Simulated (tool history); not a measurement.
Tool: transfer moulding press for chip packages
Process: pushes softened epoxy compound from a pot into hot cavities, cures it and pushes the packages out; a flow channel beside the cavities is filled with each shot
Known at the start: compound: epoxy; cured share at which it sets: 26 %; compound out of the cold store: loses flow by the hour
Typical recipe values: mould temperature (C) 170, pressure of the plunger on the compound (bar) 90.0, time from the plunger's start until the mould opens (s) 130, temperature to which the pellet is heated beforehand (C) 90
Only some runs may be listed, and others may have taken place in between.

run     day  mould temperature (C)  pressure of the plunger on the compound (bar)  time from the plunger's start until the mould opens (s)  temperature to which the pellet is heated beforehand (C)  incoming compound's hours out of the cold store  length that the compound runs in the flow channel (mm)  greatest force on the pins that push the packages out (N)
  1   0.000                    170                                           90.0                                                      130                                                        90                                             35.8                                                     533                                                        404
  2   1.121                    170                                           90.0                                                      130                                                        90                                             27.9                                                     552                                                        641
      2.075  -- cavities cleaned with cleaning compound and waxed
  3   2.212                    170                                           90.0                                                      130                                                        90                                             28.0                                                     544                                                        446
  4   2.725                    170                                           90.0                                                      130                                                        90                                             38.8                                                     512                                                        554
  5   3.779                    170                                           90.0                                                      130                                                        90                                             15.8                                                     582                                                        723
      4.192  -- cavities cleaned with cleaning compound and waxed
  6   4.679                    170                                           90.0                                                      130                                                        90                                             17.4                                                     575                                                        519
  7   5.812                    170                                           90.0                                                      130                                                        89                                             39.7                                                     502                                                        690
      6.317  -- cavities cleaned with cleaning compound and waxed
  8   6.504                    170                                           90.0                                                      130                                                        89                                             45.7                                                     481                                                        445
  9   7.129                    175                                           90.0                                                      130                                                        84                                             36.1                                                     494                                                        556
 10   7.888                    175                                           98.6                                                      119                                                        94                                             22.1                                                     559                                                        701
      8.433  -- cavities cleaned with cleaning compound and waxed
 11   8.821                    163                                           82.1                                                      130                                                        83                                             47.3                                                     468                                                        694
 12   9.875                    172                                           92.2                                                      130                                                        90                                             43.2                                                     478                                                        656
     10.517  -- cavities cleaned with cleaning compound and waxed
 13  10.896                    172                                           92.2                                                      130                                                        90                                             16.3                                                     556                                                        482

Forecast each of these 5 alternatives for the next run:
     11.438  -- plunger's sealing rings changed
  A  11.804                    176                                           86.9                                                      130                                                        90                                             15.2                                                       ?                                                          ?
     11.438  -- plunger's sealing rings changed
  B  11.804                    170                                           70.3                                                      124                                                        96                                             28.4                                                       ?                                                          ?
     11.438  -- plunger's sealing rings changed
  C  11.804                    170                                           76.4                                                      130                                                        90                                             16.2                                                       ?                                                          ?
     11.438  -- plunger's sealing rings changed
  D  11.804                    178                                           92.2                                                      130                                                        87                                             19.1                                                       ?                                                          ?
     11.438  -- plunger's sealing rings changed
  E  11.804                    165                                           68.8                                                      130                                                        90                                             10.8                                                       ?                                                          ?

run  length that the compound runs in the flow channel (mm)  greatest force on the pins that push the packages out (N)
  A                                                     598                                                        587
  B                                                     521                                                        687
  C                                                     580                                                        664
  D                                                     595                                                        594
  E                                                     583                                                        830
With no hidden state in the tool, these same runs would have given:
run  length that the compound runs in the flow channel (mm)  greatest force on the pins that push the packages out (N)
  A                                                     602                                                        347
  B                                                     524                                                        406
  C                                                     583                                                        390
  D                                                     598                                                        351
  E                                                     586                                                        481

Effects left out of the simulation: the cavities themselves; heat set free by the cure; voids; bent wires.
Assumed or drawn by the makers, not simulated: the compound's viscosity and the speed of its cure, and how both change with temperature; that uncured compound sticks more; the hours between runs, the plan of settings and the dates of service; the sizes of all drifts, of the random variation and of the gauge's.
